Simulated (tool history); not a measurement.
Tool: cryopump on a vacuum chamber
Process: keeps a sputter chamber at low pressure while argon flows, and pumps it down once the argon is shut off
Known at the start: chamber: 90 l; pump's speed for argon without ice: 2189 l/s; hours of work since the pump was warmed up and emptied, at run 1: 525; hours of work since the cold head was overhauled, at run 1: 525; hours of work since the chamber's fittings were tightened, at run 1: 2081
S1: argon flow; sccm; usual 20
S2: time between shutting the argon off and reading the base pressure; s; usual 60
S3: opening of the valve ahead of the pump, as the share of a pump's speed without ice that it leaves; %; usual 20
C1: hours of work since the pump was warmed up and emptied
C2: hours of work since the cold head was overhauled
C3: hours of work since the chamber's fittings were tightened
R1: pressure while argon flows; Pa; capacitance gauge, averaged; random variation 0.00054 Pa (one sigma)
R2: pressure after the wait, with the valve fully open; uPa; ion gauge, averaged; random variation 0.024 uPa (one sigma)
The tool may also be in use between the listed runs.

{"run": 1, "hour": 0.0, "S1": 20, "S2": 60, "S3": 20, "C1": 525, "C2": 525, "C3": 2081, "R1": 0.0802, "R2": 1.25}
{"run": 2, "hour": 32.9, "S1": 20, "S2": 60, "S3": 20, "C1": 550, "C2": 550, "C3": 2106, "R1": 0.079, "R2": 1.22}
{"run": 3, "hour": 69.9, "S1": 20, "S2": 60, "S3": 20, "C1": 578, "C2": 578, "C3": 2134, "R1": 0.0808, "R2": 1.26}
{"run": 4, "hour": 108.6, "S1": 20, "S2": 40, "S3": 20, "C1": 607, "C2": 607, "C3": 2163, "R1": 0.0806, "R2": 1.64}
{"run": 5, "hour": 159.2, "S1": 11, "S2": 60, "S3": 20, "C1": 646, "C2": 646, "C3": 2201, "R1": 0.0445, "R2": 1.3}
{"run": 6, "hour": 205.8, "S1": 11, "S2": 60, "S3": 20, "C1": 681, "C2": 681, "C3": 2237, "R1": 0.0441, "R2": 1.22}
{"run": 7, "hour": 252.8, "S1": 20, "S2": 60, "S3": 21, "C1": 716, "C2": 716, "C3": 2272, "R1": 0.0783, "R2": 1.34}
{"run": 8, "hour": 316.1, "S1": 20, "S2": 60, "S3": 21, "C1": 764, "C2": 764, "C3": 2320, "R1": 0.0781, "R2": 1.33}
{"run": 9, "hour": 375.6, "S1": 20, "S2": 60, "S3": 21, "C1": 809, "C2": 809, "C3": 2365, "R1": 0.0774, "R2": 1.3}
{"run": 10, "hour": 440.2, "S1": 20, "S2": 60, "S3": 20, "C1": 857, "C2": 857, "C3": 2413, "R1": 0.0823, "R2": 1.35}
{"run": 11, "hour": 494.6, "S1": 20, "S2": 60, "S3": 20, "C1": 899, "C2": 899, "C3": 2454, "R1": 0.0814, "R2": 1.35}
{"hour": 505.5, "done": "pump warmed up, emptied and cooled again"}
{"run": 12, "hour": 572.3, "S1": 20, "S2": 60, "S3": 24, "C1": 50, "C2": 953, "C3": 2509, "R1": 0.0649, "R2": 1.21}
{"hour": 592.5, "done": "leaking fittings of the chamber tightened, without venting"}
{"run": 13, "hour": 620.0, "S1": 20, "S2": 60, "S3": 24, "C1": 85, "C2": 988, "C3": 21, "R1": 0.0649, "R2": 0.93}
{"run": 14, "hour": 662.9, "S1": 20, "S2": 33, "S3": 20, "C1": 117, "C2": 1020, "C3": 53, "R1": 0.0781, "R2": 1.5}
{"run": 15, "hour": 716.0, "S1": 20, "S2": 33, "S3": 20, "C1": 157, "C2": 1060, "C3": 93, "R1": 0.0788, "R2": 1.57}
{"run": 16, "hour": 766.2, "S1": 16, "S2": 33, "S3": 20, "C1": 195, "C2": 1098, "C3": 131, "R1": 0.0628, "R2": 1.54}
{"run": 17, "hour": 813.5, "S1": 11, "S2": 43, "S3": 52, "C1": 231, "C2": 1134, "C3": 167, "R1": 0.0165, "R2": 1.27}
{"run": 18, "hour": 850.3, "S1": 21, "S2": 211, "S3": 20, "C1": 259, "C2": 1162, "C3": 194, "R1": 0.0818, "R2": 0.38}
{"run": 19, "hour": 917.6, "S1": 37, "S2": 79, "S3": 27, "C1": 309, "C2": 1212, "C3": 245, "R1": 0.1078, "R2": 0.78}
{"run": 20, "hour": 970.0, "S1": 20, "S2": 53, "S3": 33, "C1": 349, "C2": 1252, "C3": 285, "R1": 0.0486, "R2": 1.03}
{"run": 21, "hour": 1029.4, "S1": 24, "S2": 44, "S3": 24, "C1": 394, "C2": 1297, "C3": 329, "R1": 0.0796, "R2": 1.31}
{"run": 22, "hour": 1089.6, "S1": 8, "S2": 49, "S3": 20, "C1": 439, "C2": 1342, "C3": 375, "R1": 0.0307, "R2": 1.14}
{"run": 23, "hour": 1160.7, "S1": 8, "S2": 49, "S3": 20, "C1": 493, "C2": 1396, "C3": 429, "R1": 0.0332, "R2": 1.18}
{"run": 24, "hour": 1195.6, "S1": 9, "S2": 195, "S3": 33, "C1": 519, "C2": 1422, "C3": 455, "R1": 0.0225, "R2": 0.46}
{"run": 25, "hour": 1227.7, "S1": 9, "S2": 195, "S3": 33, "C1": 543, "C2": 1446, "C3": 479, "R1": 0.0223, "R2": 0.48}

4 ways to go on from here, each from the tool as it stands after run 25. What would each give?
{"run": "A", "hour": 1304.2, "S1": 9, "S2": 70, "S3": 33, "C1": 601, "C2": 1504, "C3": 537, "R1": "?", "R2": "?"}
{"run": "B", "hour": 1304.2, "S1": 10, "S2": 195, "S3": 47, "C1": 601, "C2": 1504, "C3": 537, "R1": "?", "R2": "?"}
{"run": "C", "hour": 1304.2, "S1": 22, "S2": 195, "S3": 16, "C1": 601, "C2": 1504, "C3": 537, "R1": "?", "R2": "?"}
{"run": "D", "hour": 1304.2, "S1": 34, "S2": 37, "S3": 32, "C1": 601, "C2": 1504, "C3": 537, "R1": "?", "R2": "?"}

run=A R1=0.0224 R2=0.94
run=B R1=0.0184 R2=0.52
run=C R1=0.1088 R2=0.49
run=D R1=0.0883 R2=1.53
Without the tool's hidden state the same runs would have given:
run=A R1=0.0209 R2=0.83
run=B R1=0.0167 R2=0.41
run=C R1=0.1052 R2=0.38
run=D R1=0.0827 R2=1.41

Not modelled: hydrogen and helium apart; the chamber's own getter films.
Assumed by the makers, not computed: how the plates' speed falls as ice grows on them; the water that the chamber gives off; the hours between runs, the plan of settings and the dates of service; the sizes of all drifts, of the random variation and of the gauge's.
